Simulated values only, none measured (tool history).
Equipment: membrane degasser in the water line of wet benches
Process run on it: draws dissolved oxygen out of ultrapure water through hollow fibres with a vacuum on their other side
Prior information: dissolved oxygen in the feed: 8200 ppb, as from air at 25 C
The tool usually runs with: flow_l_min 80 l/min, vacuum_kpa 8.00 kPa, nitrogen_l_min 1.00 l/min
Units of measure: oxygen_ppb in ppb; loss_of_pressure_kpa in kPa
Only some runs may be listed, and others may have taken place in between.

{"run": 1, "hour": 0.0, "flow_l_min": 80, "vacuum_kpa": 8.0, "nitrogen_l_min": 1.0, "oxygen_ppb": 707.0, "loss_of_pressure_kpa": 31.86}
{"run": 2, "hour": 93.3, "flow_l_min": 80, "vacuum_kpa": 8.0, "nitrogen_l_min": 1.0, "oxygen_ppb": 701.9, "loss_of_pressure_kpa": 31.75}
{"run": 3, "hour": 254.2, "flow_l_min": 80, "vacuum_kpa": 19.33, "nitrogen_l_min": 1.0, "oxygen_ppb": 1877.3, "loss_of_pressure_kpa": 31.81}
{"run": 4, "hour": 340.8, "flow_l_min": 80, "vacuum_kpa": 19.33, "nitrogen_l_min": 1.0, "oxygen_ppb": 1878.6, "loss_of_pressure_kpa": 31.77}
{"run": 5, "hour": 461.3, "flow_l_min": 80, "vacuum_kpa": 7.41, "nitrogen_l_min": 1.0, "oxygen_ppb": 631.1, "loss_of_pressure_kpa": 31.75}
{"run": 6, "hour": 596.9, "flow_l_min": 80, "vacuum_kpa": 8.0, "nitrogen_l_min": 0.42, "oxygen_ppb": 1074.7, "loss_of_pressure_kpa": 31.63}
{"hour": 609.4, "done": "vacuum gauge calibrated"}
{"run": 7, "hour": 768.6, "flow_l_min": 49, "vacuum_kpa": 8.0, "nitrogen_l_min": 2.53, "oxygen_ppb": 244.8, "loss_of_pressure_kpa": 19.45}
{"run": 8, "hour": 883.8, "flow_l_min": 85, "vacuum_kpa": 10.18, "nitrogen_l_min": 1.97, "oxygen_ppb": 667.0, "loss_of_pressure_kpa": 33.65}
{"hour": 918.9, "done": "vacuum gauge calibrated, once more"}
{"run": 9, "hour": 978.2, "flow_l_min": 85, "vacuum_kpa": 10.18, "nitrogen_l_min": 1.97, "oxygen_ppb": 660.7, "loss_of_pressure_kpa": 33.88}
{"run": 10, "hour": 1069.9, "flow_l_min": 85, "vacuum_kpa": 10.18, "nitrogen_l_min": 1.97, "oxygen_ppb": 658.7, "loss_of_pressure_kpa": 33.84}
{"run": 11, "hour": 1220.1, "flow_l_min": 111, "vacuum_kpa": 9.57, "nitrogen_l_min": 2.08, "oxygen_ppb": 754.7, "loss_of_pressure_kpa": 44.35}

What if the next run were any one of these 5? Each begins from the tool's condition after run 11:
{"run": "A", "hour": 1382.4, "flow_l_min": 101, "vacuum_kpa": 12.21, "nitrogen_l_min": 2.16, "oxygen_ppb": "?", "loss_of_pressure_kpa": "?"}
{"run": "B", "hour": 1382.4, "flow_l_min": 111, "vacuum_kpa": 5.21, "nitrogen_l_min": 1.0, "oxygen_ppb": "?", "loss_of_pressure_kpa": "?"}
{"run": "C", "hour": 1382.4, "flow_l_min": 80, "vacuum_kpa": 8.0, "nitrogen_l_min": 1.4, "oxygen_ppb": "?", "loss_of_pressure_kpa": "?"}
{"run": "D", "hour": 1382.4, "flow_l_min": 91, "vacuum_kpa": 15.73, "nitrogen_l_min": 1.77, "oxygen_ppb": "?", "loss_of_pressure_kpa": "?"}
{"run": "E", "hour": 1382.4, "flow_l_min": 111, "vacuum_kpa": 8.44, "nitrogen_l_min": 2.08, "oxygen_ppb": "?", "loss_of_pressure_kpa": "?"}

run=A oxygen_ppb=881.6 loss_of_pressure_kpa=40.21
run=B oxygen_ppb=485.5 loss_of_pressure_kpa=44.43
run=C oxygen_ppb=579.1 loss_of_pressure_kpa=31.98
run=D oxygen_ppb=1189.5 loss_of_pressure_kpa=36.31
run=E oxygen_ppb=656.1 loss_of_pressure_kpa=44.35
Without the tool's unlogged condition, the same runs would have read:
run=A oxygen_ppb=874.9 loss_of_pressure_kpa=39.73
run=B oxygen_ppb=477.0 loss_of_pressure_kpa=43.90
run=C oxygen_ppb=573.6 loss_of_pressure_kpa=31.60
run=D oxygen_ppb=1184.0 loss_of_pressure_kpa=35.87
run=E oxygen_ppb=648.2 loss_of_pressure_kpa=43.82

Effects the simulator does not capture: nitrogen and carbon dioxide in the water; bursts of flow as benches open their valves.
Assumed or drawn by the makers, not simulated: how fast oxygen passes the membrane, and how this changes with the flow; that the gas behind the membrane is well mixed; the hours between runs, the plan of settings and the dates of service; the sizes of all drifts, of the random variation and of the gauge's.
